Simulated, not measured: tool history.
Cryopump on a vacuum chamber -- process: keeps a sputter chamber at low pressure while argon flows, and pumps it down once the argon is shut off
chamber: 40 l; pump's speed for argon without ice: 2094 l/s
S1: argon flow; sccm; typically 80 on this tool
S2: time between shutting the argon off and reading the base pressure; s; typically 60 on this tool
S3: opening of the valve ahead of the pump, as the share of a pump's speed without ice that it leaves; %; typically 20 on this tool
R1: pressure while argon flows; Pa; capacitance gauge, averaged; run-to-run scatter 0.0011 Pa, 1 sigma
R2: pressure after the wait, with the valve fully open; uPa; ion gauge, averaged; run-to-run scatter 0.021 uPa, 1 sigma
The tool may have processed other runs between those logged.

{"run": 1, "hour": 0.0, "S1": 80, "S2": 60, "S3": 20, "R1": 0.3239, "R2": 1.66}
{"run": 2, "hour": 28.6, "S1": 80, "S2": 60, "S3": 20, "R1": 0.3241, "R2": 1.76}
{"run": 3, "hour": 46.1, "S1": 80, "S2": 60, "S3": 20, "R1": 0.3255, "R2": 1.72}
{"run": 4, "hour": 64.5, "S1": 80, "S2": 60, "S3": 20, "R1": 0.3257, "R2": 1.73}
{"run": 5, "hour": 88.8, "S1": 80, "S2": 60, "S3": 20, "R1": 0.3256, "R2": 1.79}
{"run": 6, "hour": 102.9, "S1": 80, "S2": 60, "S3": 20, "R1": 0.3264, "R2": 1.74}
{"run": 7, "hour": 119.8, "S1": 80, "S2": 60, "S3": 20, "R1": 0.3265, "R2": 1.78}
{"run": 8, "hour": 142.1, "S1": 80, "S2": 60, "S3": 20, "R1": 0.3245, "R2": 1.81}
{"run": 9, "hour": 157.0, "S1": 80, "S2": 60, "S3": 20, "R1": 0.327, "R2": 1.83}
{"run": 10, "hour": 185.4, "S1": 80, "S2": 120, "S3": 20, "R1": 0.3282, "R2": 1.64}
{"run": 11, "hour": 214.8, "S1": 80, "S2": 120, "S3": 20, "R1": 0.3278, "R2": 1.68}
{"run": 12, "hour": 234.1, "S1": 80, "S2": 135, "S3": 20, "R1": 0.3271, "R2": 1.63}
{"run": 13, "hour": 256.0, "S1": 80, "S2": 135, "S3": 20, "R1": 0.3283, "R2": 1.63}
{"run": 14, "hour": 282.3, "S1": 80, "S2": 135, "S3": 20, "R1": 0.3296, "R2": 1.66}
{"run": 15, "hour": 308.5, "S1": 80, "S2": 135, "S3": 20, "R1": 0.3283, "R2": 1.78}
{"run": 16, "hour": 337.9, "S1": 80, "S2": 135, "S3": 37, "R1": 0.1807, "R2": 1.76}
{"run": 17, "hour": 365.2, "S1": 80, "S2": 60, "S3": 20, "R1": 0.3297, "R2": 1.93}
{"run": 18, "hour": 379.6, "S1": 80, "S2": 80, "S3": 31, "R1": 0.2148, "R2": 1.82}
{"run": 19, "hour": 395.7, "S1": 59, "S2": 113, "S3": 18, "R1": 0.2704, "R2": 1.83}
{"run": 20, "hour": 418.9, "S1": 59, "S2": 133, "S3": 18, "R1": 0.2699, "R2": 1.86}
{"run": 21, "hour": 445.3, "S1": 59, "S2": 133, "S3": 18, "R1": 0.2713, "R2": 1.79}
{"run": 22, "hour": 458.9, "S1": 76, "S2": 60, "S3": 20, "R1": 0.3156, "R2": 2.0}
{"run": 23, "hour": 472.0, "S1": 76, "S2": 60, "S3": 20, "R1": 0.3146, "R2": 1.99}
{"run": 24, "hour": 487.4, "S1": 76, "S2": 60, "S3": 20, "R1": 0.3161, "R2": 2.01}
{"run": 25, "hour": 501.5, "S1": 65, "S2": 23, "S3": 15, "R1": 0.3592, "R2": 2.6}
{"run": 26, "hour": 523.5, "S1": 151, "S2": 48, "S3": 20, "R1": 0.6314, "R2": 2.16}
{"run": 27, "hour": 553.4, "S1": 151, "S2": 48, "S3": 20, "R1": 0.6318, "R2": 2.09}
{"run": 28, "hour": 572.0, "S1": 55, "S2": 48, "S3": 46, "R1": 0.1045, "R2": 2.16}
{"run": 29, "hour": 598.8, "S1": 86, "S2": 45, "S3": 20, "R1": 0.3607, "R2": 2.15}
{"run": 30, "hour": 623.1, "S1": 77, "S2": 112, "S3": 28, "R1": 0.2337, "R2": 1.97}
{"run": 31, "hour": 654.5, "S1": 117, "S2": 20, "S3": 21, "R1": 0.4675, "R2": 2.84}
{"hour": 676.3, "done": "pump warmed up, emptied and cooled again"}
{"run": 32, "hour": 686.4, "S1": 117, "S2": 20, "S3": 21, "R1": 0.4541, "R2": 2.65}
{"run": 33, "hour": 700.6, "S1": 82, "S2": 25, "S3": 35, "R1": 0.1911, "R2": 2.39}
{"run": 34, "hour": 731.5, "S1": 80, "S2": 60, "S3": 18, "R1": 0.3597, "R2": 1.91}

A few steps of R1 between consecutive runs. Split each: what settings, incoming material and random variation would produce without the hidden state, and what is left over for the hidden state, along with gauge scatter present in only one of the two compared results (measured, and without hidden state):
What the log doesn't record here: pump's speed, % of a pump's without ice; cold plate's temperature, K; leak into the chamber, uPa l/s; drift of the gauge itself on working_pa, %; drift of the gauge itself on base_upa, %.
Run 25 -> 26: S1 65 -> 151, S2 23 -> 48, S3 15 -> 20. R1 +0.2722 Pa: hidden state +0.0115, all else +0.2607.
Run 27 -> 28: S1 151 -> 55, S3 20 -> 46. R1 -0.5273 Pa: hidden state -0.0129, all else -0.5144.
Run 31 -> 32: pump warmed up, emptied and cooled again. R1 -0.0134 Pa: hidden state -0.0173, all else +0.0039.
Run 32 -> 33: S1 117 -> 82, S2 20 -> 25, S3 21 -> 35. R1 -0.2630 Pa: hidden state -0.0002, all else -0.2628.
